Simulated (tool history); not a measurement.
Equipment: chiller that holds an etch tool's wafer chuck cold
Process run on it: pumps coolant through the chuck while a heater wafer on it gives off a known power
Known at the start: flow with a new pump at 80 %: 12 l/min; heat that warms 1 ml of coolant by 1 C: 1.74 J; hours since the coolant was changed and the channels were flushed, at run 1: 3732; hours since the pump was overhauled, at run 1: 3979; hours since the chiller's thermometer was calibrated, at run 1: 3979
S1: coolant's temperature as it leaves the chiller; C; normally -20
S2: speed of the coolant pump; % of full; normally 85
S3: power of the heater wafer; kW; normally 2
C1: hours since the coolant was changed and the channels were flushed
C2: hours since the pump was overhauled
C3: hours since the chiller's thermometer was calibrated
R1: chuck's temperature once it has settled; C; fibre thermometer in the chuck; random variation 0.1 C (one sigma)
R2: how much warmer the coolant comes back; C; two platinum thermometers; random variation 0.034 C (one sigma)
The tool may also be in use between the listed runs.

run,hour,S1,S2,S3,C1,C2,C3,R1,R2
1,0,-20,85,2,3732,3979,3979,0.1,6.11
2,149.3,-20,85,2.815,3882,4129,4129,8,8.67
3,234.4,-20,85,2.815,3967,4214,4214,8.4,8.65
4,303.3,-20,85,2.815,4036,4283,4283,8.4,8.66
5,439.4,-20,85,2,4172,4419,4419,0.6,6.19
6,597.2,-20,85,2,4330,4577,4577,0.8,6.19
7,740.6,-20,85,2,4473,4720,4720,1.2,6.26
8,804.9,-20,85,2,4537,4784,4784,1.2,6.29
# hour 954.5: chiller's thermometer calibrated
9,954.5,-20,85,2,4686,4933,0,1.9,6.31
# hour 1030.5: coolant pump overhauled
10,1038.8,-20,85,2,4765,8,79,0,5.34
11,1186.1,-20,85,2,4913,156,227,0.3,5.41
# hour 1301.4: chiller's thermometer calibrated, once more
12,1301.4,-20,90,2,5027,270,0,-2,5.09
13,1408,-20,85,2.068,5133,376,107,-0.8,5.62
14,1511.3,-12,85,2,5237,480,210,6.8,5.46
# hour 1570.1: coolant changed, channels flushed
15,1586.6,-12,85,2,17,549,279,3.8,5.46
16,1665.8,-12,85,2,96,628,358,3.9,5.45
17,1764.9,-10,70,1.624,195,727,458,4.8,5.39
18,1916.6,-15,85,2.167,347,879,609,2.4,5.96
19,2073.8,-27,81,2.093,504,1036,766,-9.6,6.05
20,2175.8,-20,85,2.783,606,1138,868,2.7,7.58
21,2334.7,-10,62,1.199,765,1297,1027,2.3,4.71
22,2431.5,-10,62,1.199,861,1394,1124,2.2,4.68
23,2561.9,-10,62,1.199,992,1524,1254,2.4,4.63
24,2676.1,-22,60,2.673,1106,1639,1369,6.4,10.82

Branching from run 24: 5 alternative next runs. What would each branch give?
A,2752.7,-14,60,2.006,1183,1715,1445,?,?
B,2752.7,-25,90,1.733,1183,1715,1445,?,?
C,2752.7,-22,66,1.276,1183,1715,1445,?,?
D,2752.7,-20,63,2.707,1183,1715,1445,?,?
E,2752.7,-13,78,2.673,1183,1715,1445,?,?

run,R1,R2
A,7.4,8.04
B,-10.8,4.56
C,-8.9,4.63
D,7.8,10.28
E,10.8,8.17
The same runs, with their run-to-run variation unchanged, on a tool lacking any hidden condition would have given:
run,R1,R2
A,5.7,7.77
B,-12.1,4.4
C,-10.1,4.47
D,5.7,9.93
E,9,7.89
